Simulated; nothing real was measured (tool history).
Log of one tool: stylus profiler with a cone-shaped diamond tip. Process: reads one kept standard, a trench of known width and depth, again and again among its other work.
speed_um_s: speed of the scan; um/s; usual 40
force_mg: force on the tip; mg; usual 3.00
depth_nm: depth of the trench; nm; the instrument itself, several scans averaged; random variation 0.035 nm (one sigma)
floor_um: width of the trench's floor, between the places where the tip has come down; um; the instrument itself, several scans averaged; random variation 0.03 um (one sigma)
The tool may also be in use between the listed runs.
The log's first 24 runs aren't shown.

run,hour,speed_um_s,force_mg,depth_nm,floor_um
25,491.2,12,1.09,200.92,18.02
26,512.9,12,1.96,201.43,18.00
27,535.5,39,3.26,202.09,17.91
# hour 542.6: height scale calibrated on a step standard, once more
28,547.7,17,1.20,201.02,17.95
29,560.6,31,2.36,201.81,17.91
30,583.6,31,2.36,201.72,17.89
31,609.1,31,2.36,201.72,17.90
32,630.2,146,7.87,204.00,17.63
33,652.7,146,7.87,204.06,17.65
34,674.9,146,7.87,203.99,17.65
35,694.3,60,2.04,201.56,17.69

Forecast each of these 4 alternatives for the next run:
A,707.6,34,3.00,?,?
B,707.6,59,5.25,?,?
C,707.6,40,5.82,?,?
D,707.6,124,1.27,?,?

run,depth_nm,floor_um
A,202.00,17.84
B,202.91,17.78
C,203.24,17.90
D,201.07,17.16
Without the tool's hidden state the same runs would have given:
run,depth_nm,floor_um
A,202.17,18.10
B,203.08,18.03
C,203.41,18.16
D,201.23,17.41
